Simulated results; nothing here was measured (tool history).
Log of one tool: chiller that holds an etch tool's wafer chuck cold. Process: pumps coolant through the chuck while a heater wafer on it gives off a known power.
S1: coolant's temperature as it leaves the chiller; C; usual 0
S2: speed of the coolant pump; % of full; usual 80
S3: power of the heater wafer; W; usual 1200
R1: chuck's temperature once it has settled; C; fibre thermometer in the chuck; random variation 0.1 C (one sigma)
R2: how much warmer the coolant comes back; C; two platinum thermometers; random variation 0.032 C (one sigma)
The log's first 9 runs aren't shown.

{"run": 10, "hour": 1447.9, "S1": 0, "S2": 92, "S3": 1200, "R1": 7.7, "R2": 3.3}
{"run": 11, "hour": 1627.4, "S1": 0, "S2": 92, "S3": 1200, "R1": 7.5, "R2": 3.3}
{"run": 12, "hour": 1737.5, "S1": 0, "S2": 92, "S3": 1200, "R1": 7.6, "R2": 3.32}
{"run": 13, "hour": 1858.6, "S1": 9, "S2": 92, "S3": 1200, "R1": 16.6, "R2": 3.33}
{"run": 14, "hour": 2069.0, "S1": 9, "S2": 92, "S3": 1200, "R1": 16.5, "R2": 3.32}
{"run": 15, "hour": 2209.9, "S1": 9, "S2": 92, "S3": 1200, "R1": 16.7, "R2": 3.32}
{"hour": 2245.6, "done": "coolant changed, channels flushed"}
{"run": 16, "hour": 2412.5, "S1": 9, "S2": 92, "S3": 1534, "R1": 18.5, "R2": 4.23}
{"run": 17, "hour": 2601.1, "S1": 9, "S2": 92, "S3": 1534, "R1": 18.7, "R2": 4.19}
{"run": 18, "hour": 2751.8, "S1": 9, "S2": 92, "S3": 1534, "R1": 18.6, "R2": 4.19}
{"run": 19, "hour": 2868.8, "S1": 10, "S2": 73, "S3": 642, "R1": 15, "R2": 2.25}
{"run": 20, "hour": 2965.7, "S1": 10, "S2": 73, "S3": 830, "R1": 16.5, "R2": 2.98}
{"hour": 3156.8, "done": "chiller's thermometer calibrated"}
{"run": 21, "hour": 3178.3, "S1": 5, "S2": 100, "S3": 830, "R1": 9.7, "R2": 2.13}
{"run": 22, "hour": 3324.9, "S1": 5, "S2": 100, "S3": 830, "R1": 9.7, "R2": 2.05}
{"run": 23, "hour": 3433.2, "S1": 9, "S2": 78, "S3": 771, "R1": 14.5, "R2": 2.55}
{"run": 24, "hour": 3525.8, "S1": 9, "S2": 78, "S3": 771, "R1": 14.7, "R2": 2.55}
{"run": 25, "hour": 3748.6, "S1": 9, "S2": 78, "S3": 771, "R1": 14.7, "R2": 2.6}
{"run": 26, "hour": 3867.2, "S1": -1, "S2": 80, "S3": 1200, "R1": 7.7, "R2": 3.89}
{"run": 27, "hour": 4044.7, "S1": -5, "S2": 78, "S3": 1459, "R1": 5.8, "R2": 4.76}
{"hour": 4261.7, "done": "coolant pump overhauled"}
{"run": 28, "hour": 4261.7, "S1": -5, "S2": 97, "S3": 961, "R1": 0.7, "R2": 2.5}
{"run": 29, "hour": 4370.9, "S1": 5, "S2": 60, "S3": 744, "R1": 12.2, "R2": 3.26}
{"run": 30, "hour": 4551.0, "S1": 3, "S2": 72, "S3": 1436, "R1": 14.3, "R2": 5.15}
{"run": 31, "hour": 4772.3, "S1": 8, "S2": 72, "S3": 988, "R1": 16, "R2": 3.52}
{"run": 32, "hour": 4888.6, "S1": 8, "S2": 72, "S3": 632, "R1": 13, "R2": 2.27}

Forecast each of these 4 alternatives for the next run:
{"run": "A", "hour": 5012.7, "S1": 1, "S2": 61, "S3": 1506, "R1": "?", "R2": "?"}
{"run": "B", "hour": 5012.7, "S1": -5, "S2": 80, "S3": 1200, "R1": "?", "R2": "?"}
{"run": "C", "hour": 5012.7, "S1": -6, "S2": 67, "S3": 632, "R1": "?", "R2": "?"}
{"run": "D", "hour": 5012.7, "S1": -9, "S2": 64, "S3": 644, "R1": "?", "R2": "?"}

run=A R1=15 R2=6.43
run=B R1=3.7 R2=3.83
run=C R1=-0.5 R2=2.43
run=D R1=-3.3 R2=2.61
Without the tool's hidden state the same runs would have given:
run=A R1=15 R2=6.42
run=B R1=3.6 R2=3.82
run=C R1=-0.5 R2=2.43
run=D R1=-3.3 R2=2.6
